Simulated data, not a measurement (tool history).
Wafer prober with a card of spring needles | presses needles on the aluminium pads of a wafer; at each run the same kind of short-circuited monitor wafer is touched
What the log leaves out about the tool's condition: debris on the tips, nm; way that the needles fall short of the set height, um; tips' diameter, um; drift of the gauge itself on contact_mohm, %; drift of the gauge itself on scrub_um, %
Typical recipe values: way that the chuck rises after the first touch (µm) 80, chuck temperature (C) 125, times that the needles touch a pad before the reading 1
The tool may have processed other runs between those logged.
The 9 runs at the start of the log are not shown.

run,hour,way that the chuck rises after the first touch (µm),chuck temperature (C),times that the needles touch a pad before the reading,touches since the tips were cleaned,cleanings since the card got new needles,touches since the first contact's height was set,resistance of one needle with its contact and lead (mohm),way that a needle slides on the pad (µm)
# hour 74.3: tips cleaned on abrasive film
10,79.4,61,125,2,2783,22,77605,221,8.63
11,88.0,80,125,2,7600,22,82422,219,11.36
# hour 90.7: tips cleaned on abrasive film
12,93.7,80,125,2,1683,23,85525,217,11.29
13,102.4,80,125,1,6472,23,90314,217,11.38
# hour 107.6: tips cleaned on abrasive film
14,114.8,80,125,1,3970,24,97128,219,11.35
# hour 124.0: tips cleaned on abrasive film
15,124.9,80,125,1,482,25,102668,217,11.35
16,136.8,80,43,1,7102,25,109288,201,11.31
# hour 140.6: tips cleaned on abrasive film
17,142.7,80,43,1,1134,26,112475,199,11.36
18,149.9,64,39,3,5135,26,116476,200,9.10
# hour 156.9: tips cleaned on abrasive film
19,157.6,64,39,3,358,27,120683,201,9.08
20,163.7,84,53,1,3745,27,124070,199,11.81
21,169.7,91,48,2,7102,27,127427,197,12.88
# hour 173.6: tips cleaned on abrasive film
22,177.6,91,48,2,2207,28,131724,199,12.82
# hour 179.3: height of the first contact set anew
# hour 189.9: tips cleaned on abrasive film
23,189.9,91,112,2,0,29,5858,212,12.92
24,201.6,68,47,1,6466,29,12324,205,9.62
# hour 206.3: tips cleaned on abrasive film
25,212.6,79,30,1,3482,30,18354,197,11.19
# hour 222.5: tips cleaned on abrasive film
26,225.6,79,30,1,1728,31,25505,194,11.11
# hour 238.4: tips cleaned on abrasive film
27,238.6,63,29,3,100,32,32640,202,8.82
28,246.7,86,37,3,4608,32,37148,196,12.05
# hour 254.5: tips cleaned on abrasive film
29,254.5,86,51,1,0,33,41415,199,12.02
30,260.9,86,51,1,3535,33,44950,199,12.08
# hour 271.0: tips cleaned on abrasive film
31,273.5,89,51,2,1390,34,51871,204,12.48
32,283.0,80,125,3,6691,34,57172,219,11.23
# hour 287.7: tips cleaned on abrasive film
33,292.8,63,125,1,2830,35,62555,224,8.84
# hour 303.7: tips cleaned on abrasive film
34,303.7,63,125,1,0,36,68501,220,8.83

What if the next run were any one of these 3? Each begins from the tool's condition after run 34:
A,312.5,63,125,1,4915,36,73416,?,?
B,312.5,61,125,1,4915,36,73416,?,?
C,312.5,63,43,1,4915,36,73416,?,?

run,resistance of one needle with its contact and lead (mohm),way that a needle slides on the pad (µm)
A,225,8.87
B,229,8.54
C,210,8.78
Had the tool no hidden state, the same runs would have come out as:
run,resistance of one needle with its contact and lead (mohm),way that a needle slides on the pad (µm)
A,223,9.04
B,228,8.72
C,209,8.96

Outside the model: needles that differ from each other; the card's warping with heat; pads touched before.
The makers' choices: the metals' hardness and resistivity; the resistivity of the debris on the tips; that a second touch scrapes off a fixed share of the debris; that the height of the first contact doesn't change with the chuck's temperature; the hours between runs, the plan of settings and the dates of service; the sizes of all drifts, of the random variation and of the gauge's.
